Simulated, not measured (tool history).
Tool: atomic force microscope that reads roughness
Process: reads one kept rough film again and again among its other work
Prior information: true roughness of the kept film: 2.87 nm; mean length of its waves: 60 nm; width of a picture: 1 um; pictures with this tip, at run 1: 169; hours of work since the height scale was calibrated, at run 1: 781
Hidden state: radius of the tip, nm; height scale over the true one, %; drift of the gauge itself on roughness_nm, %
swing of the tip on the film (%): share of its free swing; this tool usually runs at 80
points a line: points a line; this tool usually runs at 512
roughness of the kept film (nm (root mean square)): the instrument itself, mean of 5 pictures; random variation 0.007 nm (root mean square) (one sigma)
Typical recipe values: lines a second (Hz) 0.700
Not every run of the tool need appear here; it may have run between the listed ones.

run,hour,lines a second (Hz),swing of the tip on the film (%),points a line,pictures with this tip,hours of work since the height scale was calibrated,roughness of the kept film (nm (root mean square))
1,0.0,0.700,80,512,169,781,2.678
2,35.9,0.700,80,512,220,805,2.691
3,72.3,0.700,80,512,272,829,2.672
4,116.6,0.700,80,512,336,859,2.683
5,148.6,0.700,78,512,382,880,2.698
# hour 161.8: new tip fitted
6,185.7,0.700,78,512,35,904,2.703
7,231.0,0.700,78,512,100,934,2.706
8,270.8,0.700,80,378,157,960,2.682
9,297.3,0.700,80,378,195,978,2.670
10,319.1,0.700,80,378,226,992,2.678
11,358.6,0.700,80,378,283,1018,2.681
12,380.6,0.700,80,378,315,1033,2.673
13,426.8,0.700,80,512,381,1063,2.677
# hour 440.7: new tip fitted
14,470.8,0.700,80,512,43,1092,2.674
15,502.6,0.700,56,512,89,1113,2.802
16,544.9,0.700,80,512,150,1141,2.677
17,577.4,0.700,89,512,197,1163,2.601
18,604.5,0.700,58,512,235,1181,2.782
19,637.4,0.700,58,512,283,1202,2.783
20,664.2,3.608,58,512,321,1220,2.620
21,686.3,0.700,80,512,353,1235,2.683
22,713.8,0.700,62,512,392,1253,2.768
# hour 720.2: new tip fitted
23,747.3,0.700,62,512,39,1275,2.764
24,776.0,0.700,62,512,80,1294,2.764
25,817.6,1.338,59,512,140,1321,2.737
# hour 828.3: height scale calibrated on a step standard
26,853.5,2.206,65,347,190,17,2.638
27,877.2,3.298,80,347,224,32,2.261
28,912.9,3.311,84,263,275,56,2.152
29,939.1,3.311,84,263,313,73,2.163
30,963.5,1.877,73,740,348,89,2.561
# hour 1001.7: new tip fitted
31,1005.3,0.629,66,366,5,117,2.763
32,1026.7,1.731,60,443,36,131,2.702
33,1052.5,0.700,82,512,73,148,2.665
34,1095.9,0.867,62,399,135,177,2.757
35,1123.4,0.867,62,399,175,195,2.755
36,1167.1,0.867,62,399,238,224,2.759
37,1186.7,0.867,62,399,266,237,2.749
38,1220.8,0.700,85,582,315,259,2.631
39,1240.3,0.700,85,582,343,272,2.643
40,1262.1,0.574,75,1006,374,287,2.719
# hour 1280.8: new tip fitted
41,1291.0,1.654,71,670,15,305,2.620
42,1312.8,0.560,60,502,46,320,2.788
43,1344.4,0.560,60,502,92,341,2.797
44,1372.8,0.560,87,502,133,359,2.655
45,1397.2,3.445,80,512,168,376,2.243
46,1420.9,0.700,64,374,202,391,2.777
47,1459.7,0.700,64,374,257,417,2.771
48,1485.2,0.839,73,782,294,434,2.697

Here are 5 independent what-if runs from the current tool condition. What would each one return?
A,1530.7,0.700,80,433,359,464,?
B,1530.7,2.489,80,301,359,464,?
C,1530.7,2.046,66,876,359,464,?
D,1530.7,0.700,82,510,359,464,?
E,1530.7,0.983,67,797,359,464,?

run,roughness of the kept film (nm (root mean square))
A,2.682
B,2.378
C,2.630
D,2.666
E,2.731
What these runs would have given with no unlogged condition in the tool:
run,roughness of the kept film (nm (root mean square))
A,2.684
B,2.380
C,2.632
D,2.668
E,2.734
